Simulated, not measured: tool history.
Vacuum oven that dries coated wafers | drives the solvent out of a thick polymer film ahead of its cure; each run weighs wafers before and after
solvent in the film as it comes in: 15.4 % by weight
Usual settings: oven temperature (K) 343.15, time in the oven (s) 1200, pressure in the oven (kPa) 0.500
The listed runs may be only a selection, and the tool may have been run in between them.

run   hour  oven temperature (K)  time in the oven (s)  pressure in the oven (kPa)  solvent left in the film (%)
  1    0.0                343.15                  1200                       0.500                          1.47
  2   11.7                343.15                  1140                       0.500                          1.59
  3   23.1                352.15                  1200                       0.500                          0.52
  4   34.2                352.15                  1200                       0.500                          0.56
  5   39.1                349.15                  1200                       0.500                          0.81
  6   49.8                343.15                  1200                       0.500                          1.48
  7   55.8                354.15                  1200                       0.500                          0.46
  8   63.4                354.15                  1200                       0.500                          0.48
  9   72.6                343.15                   720                       0.500                          3.04
 10   78.3                343.15                   720                       0.500                          3.05
 11   83.4                343.15                  1260                       0.500                          1.43
 12   90.6                343.15                  1260                       0.500                          1.45
 13   97.2                343.15                  1260                       0.500                          1.58
 14  109.0                343.15                  1200                       0.500                          1.49
 15  117.7                343.15                  1200                       0.500                          1.51
 16  127.4                343.15                  1200                       0.516                          1.49
 17  138.3                333.15                  1200                       0.516                          4.51
 18  145.0                333.15                  1200                       0.516                          4.52
 19  154.1                333.15                  1200                       0.516                          4.45
 20  162.0                343.15                  1200                       0.500                          1.54
 21  171.2                343.15                  1200                       0.500                          1.45
 22  181.3                343.15                  1380                       0.500                          1.29
 23  188.5                343.15                  1440                       0.500                          1.14
 24  194.2                343.15                  1200                       1.259                          2.50
 25  201.8                341.15                  1440                       1.259                          2.50
 26  213.4                349.15                  1140                       0.825                          1.13
     215.9  -- oven's thermocouples calibrated
 27  225.2                343.15                  1200                       1.526                          2.70
 28  232.9                331.15                  1740                       0.717                          4.09
 29  241.0                348.15                  1260                       0.270                          0.53
     244.8  -- oven's thermocouples calibrated, once more
 30  250.5                348.15                  1260                       0.270                          0.58
 31  256.0                331.15                   780                       1.016                          7.79
 32  265.7                331.15                   780                       1.016                          7.93
 33  271.1                333.15                  1140                       0.676                          5.11
 34  280.5                333.15                  1140                       0.676                          5.07
 35  288.3                333.15                  1140                       0.676                          5.15
 36  294.8                333.15                  1140                       0.676                          5.08
 37  302.0                348.15                   600                       0.313                          2.26
 38  313.7                348.15                   600                       0.313                          2.25
 39  321.8                348.15                  1740                       0.617                          0.84
 40  332.9                348.15                  1740                       0.617                          0.86
 41  342.3                348.15                  1740                       0.617                          0.69
 42  352.4                348.15                  1740                       0.617                          0.78
 43  361.4                338.15                  1740                       0.617                          2.10
 44  369.0                338.15                  1740                       0.617                          2.06
 45  374.8                353.15                  1260                       1.972                          1.86
 46  381.7                343.15                  1560                       0.584                          1.35
 47  392.7                347.15                  1920                       1.558                          1.85

What if the next run were any one of these 4? Each begins from the tool's condition after run 47:
  A  401.4                347.15                   900                       0.434                             ?
  B  401.4                346.15                  1140                       0.588                             ?
  C  401.4                333.15                   900                       0.927                             ?
  D  401.4                328.15                  1320                       0.500                             ?

run  solvent left in the film (%)
  A                          1.42
  B                          1.31
  C                          6.50
  D                          6.05
With no hidden state in the tool, these same runs would have given:
run  solvent left in the film (%)
  A                          1.36
  B                          1.22
  C                          6.47
  D                          5.98
